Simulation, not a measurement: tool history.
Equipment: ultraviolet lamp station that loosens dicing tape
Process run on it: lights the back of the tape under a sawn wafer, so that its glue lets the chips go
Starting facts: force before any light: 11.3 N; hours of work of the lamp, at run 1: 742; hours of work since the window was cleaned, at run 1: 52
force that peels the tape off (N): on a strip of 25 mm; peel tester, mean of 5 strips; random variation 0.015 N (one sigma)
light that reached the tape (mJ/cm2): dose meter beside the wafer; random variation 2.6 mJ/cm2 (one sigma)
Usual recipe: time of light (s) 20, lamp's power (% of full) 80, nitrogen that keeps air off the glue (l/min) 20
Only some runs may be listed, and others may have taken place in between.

run,hour,time of light (s),lamp's power (% of full),nitrogen that keeps air off the glue (l/min),hours of work of the lamp,hours of work since the window was cleaned,force that peels the tape off (N),light that reached the tape (mJ/cm2)
1,0,20,80,20,742,52,1.147,285
2,28.7,20,80,20,754,64,1.11,285
3,73.1,20,80,20,773,83,1.138,280
4,103.8,20,80,20,786,96,1.173,277
5,127.6,20,80,20,796,106,1.186,277
6,170.9,20,80,20,814,124,1.197,273
7,208.7,20,80,20,830,140,1.261,274
8,237.4,20,80,20,842,152,1.255,269
9,256.1,20,80,20,850,160,1.256,274
10,293.4,20,80,20,866,176,1.263,266
11,327,20,80,16,880,190,1.425,265
12,362.5,20,85,20,895,205,1.164,278
13,386.9,20,85,20,905,215,1.121,279
14,427.1,20,75,20,922,232,1.528,243
15,471.2,20,80,12,941,251,1.703,261
16,502.7,20,80,12,954,264,1.727,257
17,525.2,20,80,12,964,273,1.746,253
18,563.2,20,80,12,980,289,1.789,253
19,586,20,80,12,989,299,1.858,253
20,626.3,13,80,12,1006,316,3.503,164
21,662.7,13,80,12,1021,331,3.373,157
22,681.8,13,80,12,1030,339,3.427,159
23,704.7,13,74,18,1039,349,3.461,151
24,737.4,17,75,10,1053,363,2.807,192
25,778.1,22,92,28,1070,380,0.802,310
26,814.6,22,92,28,1085,395,0.769,305
27,845,11,92,12,1098,408,3.625,149
28,889.8,29,73,37,1117,427,0.674,322
29,909.3,20,96,35,1125,435,0.893,284
30,949.3,20,96,35,1142,452,0.879,287
31,982.3,12,96,35,1156,466,2.464,171
32,1024.9,12,96,35,1174,484,2.532,168
33,1065,22,77,20,1191,501,1.547,246
34,1086,12,85,20,1200,510,3.329,145
35,1121.4,15,85,31,1215,524,2.251,181
36,1159.1,36,97,27,1231,540,0.206,487
37,1185.4,20,80,9,1242,551,2.471,222
38,1213.3,20,80,9,1253,563,2.48,225
39,1245.5,14,80,17,1267,577,3.304,148
40,1279.1,20,60,20,1281,591,2.903,167
41,1323.8,20,72,15,1300,610,2.524,195
42,1367,20,63,8,1318,628,3.738,164
# hour 1372.8: window cleaned of glue's vapour
43,1401,20,63,8,1332,12,3.118,195

Predict each of these 3 candidate next runs independently; none follows another, all start after run 43:
A,1443.1,34,73,19,1350,30,?,?
B,1443.1,24,63,6,1350,30,?,?
C,1443.1,20,63,8,1350,30,?,?

run,force that peels the tape off (N),light that reached the tape (mJ/cm2)
A,0.577,380
B,2.776,229
C,3.2,189
With no hidden state in the tool, these same runs would have given:
run,force that peels the tape off (N),light that reached the tape (mJ/cm2)
A,0.207,532
B,1.603,320
C,1.949,265

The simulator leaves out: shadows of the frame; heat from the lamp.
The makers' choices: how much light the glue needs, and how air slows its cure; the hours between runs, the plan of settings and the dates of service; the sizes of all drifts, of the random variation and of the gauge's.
